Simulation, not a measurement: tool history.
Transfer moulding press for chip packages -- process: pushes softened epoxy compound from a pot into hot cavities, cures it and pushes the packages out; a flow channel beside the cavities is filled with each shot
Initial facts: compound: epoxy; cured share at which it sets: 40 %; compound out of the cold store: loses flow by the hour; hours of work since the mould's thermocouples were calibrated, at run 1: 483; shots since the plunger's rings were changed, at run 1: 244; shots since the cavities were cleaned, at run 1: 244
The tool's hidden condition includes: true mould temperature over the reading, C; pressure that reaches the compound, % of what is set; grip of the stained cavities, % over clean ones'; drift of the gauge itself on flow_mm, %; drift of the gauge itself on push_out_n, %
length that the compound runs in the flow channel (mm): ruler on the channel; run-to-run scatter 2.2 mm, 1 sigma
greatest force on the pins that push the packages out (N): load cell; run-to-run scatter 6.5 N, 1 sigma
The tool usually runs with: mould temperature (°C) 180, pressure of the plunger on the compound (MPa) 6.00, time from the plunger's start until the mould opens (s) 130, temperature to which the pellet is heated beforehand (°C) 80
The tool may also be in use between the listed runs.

run    hour  mould temperature (°C)  pressure of the plunger on the compound (MPa)  time from the plunger's start until the mould opens (s)  temperature to which the pellet is heated beforehand (°C)  hours of work since the mould's thermocouples were calibrated  shots since the plunger's rings were changed  shots since the cavities were cleaned  incoming compound's hours out of the cold store  length that the compound runs in the flow channel (mm)  greatest force on the pins that push the packages out (N)
  1     0.0                     180                                           6.00                                                      130                                                         80                                                            483                                           244                                    244                                             43.7                                                     516                                                        360
  2    51.7                     180                                           6.00                                                      130                                                         80                                                            504                                           535                                    535                                              8.9                                                     580                                                        479
       67.1  -- cavities cleaned with cleaning compound and waxed
  3   119.0                     180                                           6.00                                                      130                                                         80                                                            531                                           905                                    292                                             24.5                                                     547                                                        421
      179.2  -- cavities cleaned with cleaning compound and waxed
  4   209.6                     180                                           6.80                                                      130                                                         80                                                            567                                          1407                                    171                                             24.3                                                     573                                                        355
  5   269.6                     180                                           6.80                                                      130                                                         80                                                            592                                          1745                                    509                                             15.8                                                     588                                                        459
      292.1  -- cavities cleaned with cleaning compound and waxed
  6   340.7                     180                                           7.33                                                      130                                                         80                                                            620                                          2137                                    274                                              9.1                                                     617                                                        436
  7   397.1                     180                                           7.33                                                      130                                                         80                                                            643                                          2454                                    591                                             31.7                                                     574                                                        484
      405.0  -- cavities cleaned with cleaning compound and waxed
  8   465.0                     180                                           7.33                                                      130                                                         80                                                            670                                          2828                                    338                                             31.8                                                     566                                                        415
      518.3  -- cavities cleaned with cleaning compound and waxed
  9   533.8                     180                                           7.33                                                      130                                                         80                                                            698                                          3207                                     88                                             25.1                                                     576                                                        333
      543.9  -- mould's thermocouples calibrated
      560.5  -- plunger's sealing rings changed
 10   615.1                     180                                           7.33                                                      130                                                         80                                                             28                                           307                                    520                                             18.2                                                     618                                                        482
      639.0  -- cavities cleaned with cleaning compound and waxed
 11   694.5                     180                                           4.83                                                      130                                                         80                                                             60                                           746                                    313                                             28.1                                                     486                                                        452
      749.0  -- cavities cleaned with cleaning compound and waxed
 12   759.0                     187                                           6.93                                                      152                                                         71                                                             86                                          1100                                     56                                             12.5                                                     592                                                        228
 13   822.2                     184                                           6.00                                                      130                                                         80                                                            111                                          1456                                    412                                             23.3                                                     531                                                        403
      860.9  -- cavities cleaned with cleaning compound and waxed
 14   874.0                     177                                           6.00                                                      110                                                         80                                                            132                                          1739                                     73                                             25.0                                                     545                                                        600
 15   931.7                     177                                           6.00                                                      110                                                         80                                                            155                                          2064                                    398                                             18.2                                                     554                                                        828
      973.1  -- cavities cleaned with cleaning compound and waxed
 16   989.3                     177                                           6.00                                                      110                                                         80                                                            178                                          2380                                     91                                             46.2                                                     504                                                        532
 17  1043.4                     180                                           6.00                                                      126                                                         86                                                            200                                          2685                                    396                                             41.4                                                     501                                                        454
     1051.0  -- mould's thermocouples calibrated, once more
     1090.6  -- cavities cleaned with cleaning compound and waxed
 18  1115.7                     180                                           6.00                                                      126                                                         86                                                             26                                          3072                                    141                                             38.3                                                     498                                                        322
     1166.8  -- plunger's sealing rings changed
 19  1172.0                     180                                           7.20                                                      149                                                         80                                                             48                                            29                                    444                                             47.7                                                     556                                                        362
     1203.2  -- cavities cleaned with cleaning compound and waxed
 20  1228.7                     182                                           7.20                                                      129                                                         80                                                             70                                           340                                    144                                             16.9                                                     604                                                        302

Predict each of these 4 candidate next runs independently; none follows another, all start after run 20:
  A  1276.1                     176                                           6.77                                                      133                                                         80                                                             90                                           607                                    411                                             14.3                                                       ?                                                          ?
  B  1276.1                     186                                           7.19                                                      130                                                         86                                                             90                                           607                                    411                                             41.8                                                       ?                                                          ?
  C  1276.1                     182                                           5.79                                                      152                                                         79                                                             90                                           607                                    411                                             43.8                                                       ?                                                          ?
  D  1276.1                     182                                           5.17                                                      133                                                         80                                                             90                                           607                                    411                                             39.2                                                       ?                                                          ?

run  length that the compound runs in the flow channel (mm)  greatest force on the pins that push the packages out (N)
  A                                                     609                                                        533
  B                                                     545                                                        335
  C                                                     497                                                        327
  D                                                     476                                                        366
Without the tool's hidden state the same runs would have given:
run  length that the compound runs in the flow channel (mm)  greatest force on the pins that push the packages out (N)
  A                                                     618                                                        319
  B                                                     553                                                        199
  C                                                     504                                                        196
  D                                                     483                                                        221
